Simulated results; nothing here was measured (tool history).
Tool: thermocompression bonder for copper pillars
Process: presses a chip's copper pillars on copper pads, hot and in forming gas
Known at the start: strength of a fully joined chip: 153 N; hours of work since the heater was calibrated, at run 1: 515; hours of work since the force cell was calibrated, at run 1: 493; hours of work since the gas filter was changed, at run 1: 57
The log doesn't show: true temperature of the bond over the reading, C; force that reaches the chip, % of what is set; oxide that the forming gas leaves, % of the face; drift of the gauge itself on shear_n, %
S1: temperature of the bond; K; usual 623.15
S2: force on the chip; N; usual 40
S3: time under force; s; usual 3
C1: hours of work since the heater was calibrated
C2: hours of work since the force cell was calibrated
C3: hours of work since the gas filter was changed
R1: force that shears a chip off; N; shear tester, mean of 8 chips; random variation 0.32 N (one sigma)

{"run": 1, "day": 0.0, "S1": 623.15, "S2": 40, "S3": 3, "C1": 515, "C2": 493, "C3": 57, "R1": 52.4}
{"run": 2, "day": 0.508, "S1": 644.15, "S2": 40, "S3": 3, "C1": 522, "C2": 500, "C3": 65, "R1": 60.3}
{"run": 3, "day": 1.371, "S1": 622.15, "S2": 40, "S3": 3, "C1": 536, "C2": 514, "C3": 78, "R1": 51.3}
{"run": 4, "day": 2.317, "S1": 622.15, "S2": 25, "S3": 3, "C1": 550, "C2": 528, "C3": 93, "R1": 31.1}
{"run": 5, "day": 2.954, "S1": 623.15, "S2": 40, "S3": 2, "C1": 560, "C2": 538, "C3": 102, "R1": 43.7}
{"run": 6, "day": 3.608, "S1": 623.15, "S2": 40, "S3": 2, "C1": 570, "C2": 548, "C3": 113, "R1": 43.2}
{"run": 7, "day": 4.058, "S1": 623.15, "S2": 40, "S3": 2, "C1": 577, "C2": 555, "C3": 120, "R1": 43.7}
{"run": 8, "day": 4.467, "S1": 623.15, "S2": 40, "S3": 3, "C1": 584, "C2": 562, "C3": 126, "R1": 50.9}
{"run": 9, "day": 5.046, "S1": 623.15, "S2": 30, "S3": 3, "C1": 593, "C2": 570, "C3": 135, "R1": 37.5}
{"run": 10, "day": 5.9, "S1": 623.15, "S2": 27, "S3": 3, "C1": 606, "C2": 584, "C3": 148, "R1": 34.0}
{"run": 11, "day": 6.408, "S1": 623.15, "S2": 40, "S3": 3, "C1": 614, "C2": 592, "C3": 156, "R1": 50.6}
{"run": 12, "day": 7.067, "S1": 623.15, "S2": 40, "S3": 3, "C1": 624, "C2": 602, "C3": 166, "R1": 51.0}
{"run": 13, "day": 7.475, "S1": 623.15, "S2": 40, "S3": 8, "C1": 630, "C2": 608, "C3": 172, "R1": 73.4}
{"run": 14, "day": 8.183, "S1": 623.15, "S2": 40, "S3": 3, "C1": 641, "C2": 619, "C3": 183, "R1": 50.9}
{"run": 15, "day": 8.721, "S1": 623.15, "S2": 40, "S3": 3, "C1": 649, "C2": 627, "C3": 191, "R1": 50.5}
{"run": 16, "day": 9.538, "S1": 623.15, "S2": 40, "S3": 3, "C1": 662, "C2": 640, "C3": 204, "R1": 50.4}
{"run": 17, "day": 9.954, "S1": 651.15, "S2": 40, "S3": 3, "C1": 668, "C2": 646, "C3": 211, "R1": 61.4}
{"run": 18, "day": 10.821, "S1": 651.15, "S2": 40, "S3": 3, "C1": 682, "C2": 660, "C3": 224, "R1": 61.8}
{"run": 19, "day": 11.733, "S1": 623.15, "S2": 40, "S3": 3, "C1": 696, "C2": 674, "C3": 238, "R1": 50.3}
{"run": 20, "day": 12.333, "S1": 623.15, "S2": 40, "S3": 3, "C1": 705, "C2": 683, "C3": 247, "R1": 50.1}
{"run": 21, "day": 13.117, "S1": 623.15, "S2": 40, "S3": 3, "C1": 717, "C2": 695, "C3": 259, "R1": 49.3}
{"day": 13.842, "done": "forming gas filter changed"}
{"run": 22, "day": 14.05, "S1": 638.15, "S2": 36, "S3": 3, "C1": 731, "C2": 709, "C3": 3, "R1": 51.7}
{"run": 23, "day": 14.779, "S1": 623.15, "S2": 48, "S3": 5, "C1": 743, "C2": 721, "C3": 15, "R1": 74.2}
{"run": 24, "day": 15.304, "S1": 626.15, "S2": 25, "S3": 7, "C1": 751, "C2": 729, "C3": 23, "R1": 46.0}
{"run": 25, "day": 16.225, "S1": 648.15, "S2": 37, "S3": 7, "C1": 765, "C2": 743, "C3": 37, "R1": 77.3}
{"day": 16.683, "done": "force cell calibrated"}
{"run": 26, "day": 17.167, "S1": 615.15, "S2": 37, "S3": 9, "C1": 779, "C2": 7, "C3": 50, "R1": 73.8}
{"run": 27, "day": 18.05, "S1": 615.15, "S2": 37, "S3": 9, "C1": 792, "C2": 21, "C3": 64, "R1": 73.1}
{"run": 28, "day": 18.496, "S1": 652.15, "S2": 34, "S3": 3, "C1": 799, "C2": 28, "C3": 71, "R1": 58.3}
{"run": 29, "day": 19.354, "S1": 609.15, "S2": 40, "S3": 3, "C1": 812, "C2": 41, "C3": 84, "R1": 49.4}
{"run": 30, "day": 19.825, "S1": 609.15, "S2": 28, "S3": 3, "C1": 820, "C2": 49, "C3": 92, "R1": 34.0}
{"run": 31, "day": 20.242, "S1": 613.15, "S2": 47, "S3": 3, "C1": 826, "C2": 55, "C3": 98, "R1": 59.4}
{"run": 32, "day": 20.692, "S1": 613.15, "S2": 32, "S3": 3, "C1": 833, "C2": 62, "C3": 105, "R1": 40.0}
{"run": 33, "day": 21.25, "S1": 613.15, "S2": 32, "S3": 3, "C1": 842, "C2": 71, "C3": 113, "R1": 40.3}
{"run": 34, "day": 21.646, "S1": 613.15, "S2": 32, "S3": 3, "C1": 848, "C2": 77, "C3": 120, "R1": 40.5}
{"run": 35, "day": 22.425, "S1": 613.15, "S2": 32, "S3": 3, "C1": 860, "C2": 89, "C3": 132, "R1": 40.5}
{"run": 36, "day": 23.279, "S1": 597.15, "S2": 56, "S3": 4, "C1": 873, "C2": 102, "C3": 145, "R1": 68.2}
{"run": 37, "day": 23.946, "S1": 642.15, "S2": 43, "S3": 2, "C1": 883, "C2": 112, "C3": 155, "R1": 56.4}
{"run": 38, "day": 24.633, "S1": 651.15, "S2": 29, "S3": 2, "C1": 894, "C2": 123, "C3": 166, "R1": 40.5}
{"run": 39, "day": 25.1, "S1": 651.15, "S2": 29, "S3": 2, "C1": 901, "C2": 130, "C3": 173, "R1": 40.4}

Hidden state or all else? Some run-to-run changes of R1, split into what the settings, what came in and random variation would give without the hidden state, and what is left for the hidden state (with any gauge scatter that isn't in both results):
Run 21 -> 22: S1 623.15 -> 638.15, S2 40 -> 36, forming gas filter changed. R1 +2.4 N: hidden state +1.7, all else +0.7.
Run 23 -> 24: S1 623.15 -> 626.15, S2 48 -> 25, S3 5 -> 7. R1 -28.2 N: hidden state +1.0, all else -29.2.
Run 24 -> 25: S1 626.15 -> 648.15, S2 25 -> 37. R1 +31.3 N: hidden state -1.5, all else +32.8.
Run 25 -> 26: S1 648.15 -> 615.15, S3 7 -> 9, force cell calibrated. R1 -3.5 N: hidden state +5.5, all else -9.0.
Run 35 -> 36: S1 613.15 -> 597.15, S2 32 -> 56, S3 3 -> 4. R1 +27.7 N: hidden state -0.4, all else +28.1.

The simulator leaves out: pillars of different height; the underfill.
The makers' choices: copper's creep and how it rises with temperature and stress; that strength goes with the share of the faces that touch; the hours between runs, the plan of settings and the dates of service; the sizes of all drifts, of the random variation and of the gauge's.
